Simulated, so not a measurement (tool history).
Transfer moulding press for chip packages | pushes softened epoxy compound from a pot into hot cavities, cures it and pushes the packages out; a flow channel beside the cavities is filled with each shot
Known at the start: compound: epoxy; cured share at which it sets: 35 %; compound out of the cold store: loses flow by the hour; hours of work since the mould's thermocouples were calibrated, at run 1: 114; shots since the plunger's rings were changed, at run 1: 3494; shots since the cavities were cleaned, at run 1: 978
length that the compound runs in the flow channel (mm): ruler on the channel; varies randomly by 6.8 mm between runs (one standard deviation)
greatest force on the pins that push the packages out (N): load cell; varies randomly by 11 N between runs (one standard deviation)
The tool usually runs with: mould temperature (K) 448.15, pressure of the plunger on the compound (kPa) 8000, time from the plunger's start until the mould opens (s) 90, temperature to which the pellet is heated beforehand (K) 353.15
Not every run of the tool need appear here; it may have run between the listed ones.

run   hour  mould temperature (K)  pressure of the plunger on the compound (kPa)  time from the plunger's start until the mould opens (s)  temperature to which the pellet is heated beforehand (K)  hours of work since the mould's thermocouples were calibrated  shots since the plunger's rings were changed  shots since the cavities were cleaned  incoming compound's hours out of the cold store  length that the compound runs in the flow channel (mm)  greatest force on the pins that push the packages out (N)
  1      0                 448.15                                           8000                                                       90                                                    353.15                                                            114                                          3494                                    978                                             23.1                                                     747                                                        807
      16.2  -- cavities cleaned with cleaning compound and waxed
  2   27.1                 448.15                                           8000                                                       75                                                    353.15                                                            131                                          3801                                    130                                             18.8                                                     767                                                        830
  3   57.3                 448.15                                           8000                                                       90                                                    353.15                                                            151                                          4164                                    493                                              8.5                                                     786                                                        749
  4   80.8                 448.15                                           8000                                                       90                                                    353.15                                                            166                                          4446                                    775                                             18.6                                                     757                                                        809
     112.3  -- cavities cleaned with cleaning compound and waxed
  5  120.8                 448.15                                           8000                                                       90                                                    353.15                                                            191                                          4909                                    102                                             22.2                                                     746                                                        559
  6  139.2                 448.15                                           8000                                                       90                                                    353.15                                                            203                                          5129                                    322                                             28.1                                                     724                                                        634
  7  179.1                 448.15                                           8000                                                       90                                                    353.15                                                            229                                          5608                                    801                                             21.4                                                     746                                                        815
  8  197.8                 448.15                                           8000                                                       85                                                    353.15                                                            242                                          5832                                   1025                                             10.5                                                     768                                                        919
     208.9  -- cavities cleaned with cleaning compound and waxed
     229.6  -- plunger's sealing rings changed
  9  238.4                 448.15                                           8000                                                      108                                                    353.15                                                            266                                           106                                    324                                             30.5                                                     750                                                        515
 10  259.8                 448.15                                           8000                                                      108                                                    353.15                                                            280                                           364                                    582                                               44                                                     724                                                        578
 11  297.1                 448.15                                           8000                                                      108                                                    353.15                                                            304                                           811                                   1029                                             10.6                                                     814                                                        667
     307.1  -- cavities cleaned with cleaning compound and waxed
 12  336.3                 443.15                                           8000                                                       90                                                    353.15                                                            329                                          1263                                    350                                               24                                                     780                                                        890
 13    357                 443.15                                           8000                                                      112                                                    353.15                                                            342                                          1512                                    599                                             28.1                                                     767                                                        687
 14    387                 448.15                                           8000                                                       80                                                    353.15                                                            362                                          1873                                    960                                               43                                                     719                                                        941
     403.8  -- cavities cleaned with cleaning compound and waxed
 15  413.9                 448.15                                           8000                                                       90                                                    354.15                                                            378                                          2177                                    121                                             34.6                                                     735                                                        541
 16  445.3                 448.15                                           6920                                                       90                                                    353.15                                                            399                                          2555                                    499                                             17.6                                                     725                                                        697
 17  476.5                 448.15                                           8000                                                       76                                                    358.15                                                            419                                          2928                                    872                                             26.4                                                     746                                                       1041
     500.1  -- cavities cleaned with cleaning compound and waxed
 18  514.5                 448.15                                           9300                                                       90                                                    353.15                                                            443                                          3367                                    173                                             20.1                                                     818                                                        578

Predict the results of run 19:
 19  533.7                 448.15                                           8180                                                       90                                                    345.15                                                            456                                          3598                                    404                                             14.9                                                       ?                                                          ?

length that the compound runs in the flow channel (mm): 783
greatest force on the pins that push the packages out (N): 698
Had the tool carried no hidden state, the very same run would have given length that the compound runs in the flow channel (mm) 820, greatest force on the pins that push the packages out (N) 537.

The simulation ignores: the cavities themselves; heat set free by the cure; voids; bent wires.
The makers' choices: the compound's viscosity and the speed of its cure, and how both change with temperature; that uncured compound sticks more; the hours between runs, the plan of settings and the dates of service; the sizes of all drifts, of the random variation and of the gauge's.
